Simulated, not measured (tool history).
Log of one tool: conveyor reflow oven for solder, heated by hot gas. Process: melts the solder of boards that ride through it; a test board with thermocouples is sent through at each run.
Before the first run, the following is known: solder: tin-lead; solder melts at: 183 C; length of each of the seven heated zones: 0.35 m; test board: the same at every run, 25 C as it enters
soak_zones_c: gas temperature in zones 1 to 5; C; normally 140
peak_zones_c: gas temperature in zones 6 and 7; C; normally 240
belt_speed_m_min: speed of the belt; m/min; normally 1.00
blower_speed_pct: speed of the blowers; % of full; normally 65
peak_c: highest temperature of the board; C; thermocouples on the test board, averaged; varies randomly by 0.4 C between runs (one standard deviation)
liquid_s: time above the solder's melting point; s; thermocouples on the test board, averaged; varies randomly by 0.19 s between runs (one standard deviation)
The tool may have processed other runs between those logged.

run	hour	soak_zones_c	peak_zones_c	belt_speed_m_min	blower_speed_pct	peak_c	liquid_s
1	0.0	140	240	1.00	65	211.7	28.3
# hour 7.6: flux residue cleaned out of gas plates and filters
2	24.6	140	240	1.00	65	213.7	29.8
3	47.6	140	240	1.00	65	213.2	29.6
4	69.5	140	240	1.00	65	213.3	29.8
5	83.7	140	240	1.00	65	212.8	29.4
6	116.1	140	240	1.00	65	213.4	29.1
7	141.9	140	240	1.00	65	212.5	29.3
8	155.9	149	240	1.00	65	215.1	32.6
9	171.9	149	240	1.00	65	215.3	32.7
10	190.9	149	240	1.00	65	215.5	32.6
11	208.6	140	240	1.00	65	212.9	29.3
12	235.3	140	240	1.00	65	212.7	28.9
13	253.8	140	240	1.00	65	213.4	29.3
14	281.6	140	240	1.00	65	212.6	28.8
15	308.2	140	240	1.00	65	213.2	29.1
16	329.2	130	236	1.00	65	207.1	23.8
17	346.2	130	252	1.00	65	219.5	30.4
18	376.0	130	252	1.00	65	218.5	30.2
19	405.0	154	252	1.00	59	222.2	36.9
20	435.3	154	252	1.00	59	222.6	36.6
21	456.1	154	244	1.00	59	216.7	33.9
22	474.9	140	238	0.81	65	219.0	40.2
23	491.4	140	246	0.99	55	211.7	29.0
24	513.8	136	255	1.02	53	215.7	28.2
25	532.0	136	255	1.02	53	214.7	28.3
26	550.4	138	240	1.00	65	211.4	27.6
27	563.8	137	241	1.10	63	206.8	22.4
28	579.9	127	240	1.03	82	213.0	26.5
29	604.5	127	240	1.03	82	213.4	26.4

What if the next run were any one of these 4? Each begins from the tool's condition after run 29:
A	626.8	128	235	1.00	76	?	?
B	626.8	127	234	1.07	67	?	?
C	626.8	127	233	1.03	82	?	?
D	626.8	127	240	1.03	56	?	?

run	peak_c	liquid_s
A	208.5	25.3
B	201.7	17.8
C	207.3	23.7
D	203.3	19.3
Without the tool's hidden state the same runs would have given:
run	peak_c	liquid_s
A	211.6	26.8
B	204.7	19.6
C	210.6	25.3
D	206.0	20.9

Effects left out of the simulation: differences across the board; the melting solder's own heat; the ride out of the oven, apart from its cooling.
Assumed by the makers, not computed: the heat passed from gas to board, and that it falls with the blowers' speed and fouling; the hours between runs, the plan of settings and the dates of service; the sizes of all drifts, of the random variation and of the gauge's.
